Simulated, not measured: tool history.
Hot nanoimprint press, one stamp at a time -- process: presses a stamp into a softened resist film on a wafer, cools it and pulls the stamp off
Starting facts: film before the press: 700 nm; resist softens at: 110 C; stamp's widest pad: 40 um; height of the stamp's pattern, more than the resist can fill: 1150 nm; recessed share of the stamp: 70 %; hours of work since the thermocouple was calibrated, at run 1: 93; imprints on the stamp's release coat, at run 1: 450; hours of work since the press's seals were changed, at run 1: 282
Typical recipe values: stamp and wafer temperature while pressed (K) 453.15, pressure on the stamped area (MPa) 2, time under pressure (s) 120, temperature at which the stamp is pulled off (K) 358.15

run	hour	stamp and wafer temperature while pressed (K)	pressure on the stamped area (MPa)	time under pressure (s)	temperature at which the stamp is pulled off (K)	hours of work since the thermocouple was calibrated	imprints on the stamp's release coat	hours of work since the press's seals were changed	resist left under the stamp's widest pad (nm)	greatest force while the stamp is pulled off (N)
1	0	453.15	2	120	358.15	93	450	282	382	92
2	12.1	453.15	2	120	358.15	100	499	290	382.3	89
# hour 32.7: stamp cleaned and given a new release coat
3	32.7	453.15	2	120	358.15	109	0	298	387.2	92
4	45.2	453.15	2	120	358.15	117	50	306	383.6	90
5	60.3	453.15	2	226	358.15	126	112	315	316.4	90
6	73.1	453.15	2	120	358.15	133	164	323	386.7	91
7	83.6	453.15	2	120	358.15	140	206	329	384.6	91
8	97.2	453.15	2	120	358.15	148	261	337	384.2	91
9	107.4	453.15	2	162	358.15	154	303	344	352.1	91
10	118.8	453.15	2	162	353.15	161	349	350	349.8	104
11	129.5	453.15	2	120	358.15	168	392	357	383.7	91
12	145	453.15	1.61	120	358.15	177	455	366	427.1	92
13	160.6	453.15	1.61	120	358.15	186	518	376	426.3	91
14	168.4	453.15	1.34	120	352.15	191	550	380	460	108
# hour 177.3: stamp cleaned and given a new release coat
15	185.4	453.15	2.23	185	358.15	198	32	387	316.4	90
16	195.9	453.15	1.61	159	356.15	204	75	393	391.6	96
17	207.5	464.15	2	145	359.15	211	122	400	221.8	89
18	215.4	465.15	1.66	120	359.15	216	154	405	255	86
19	232.2	465.15	2.32	115	357.15	226	222	415	212.5	94
20	240.8	465.15	2.32	115	357.15	231	257	421	211.3	96
21	251.3	453.15	2	181	358.15	237	300	427	337.2	92

How the hidden state differs across the entries between the runs, from the last listed run before each to the first after it:
Logged between run 2 and run 3: stamp cleaned and given a new release coat (hour 32.7)
  grip of the stamp's worn release coat, % over a new coat's: 0.4 -> 0
Logged between run 14 and run 15: stamp cleaned and given a new release coat (hour 177.3)
  grip of the stamp's worn release coat, % over a new coat's: 0.4 -> 0
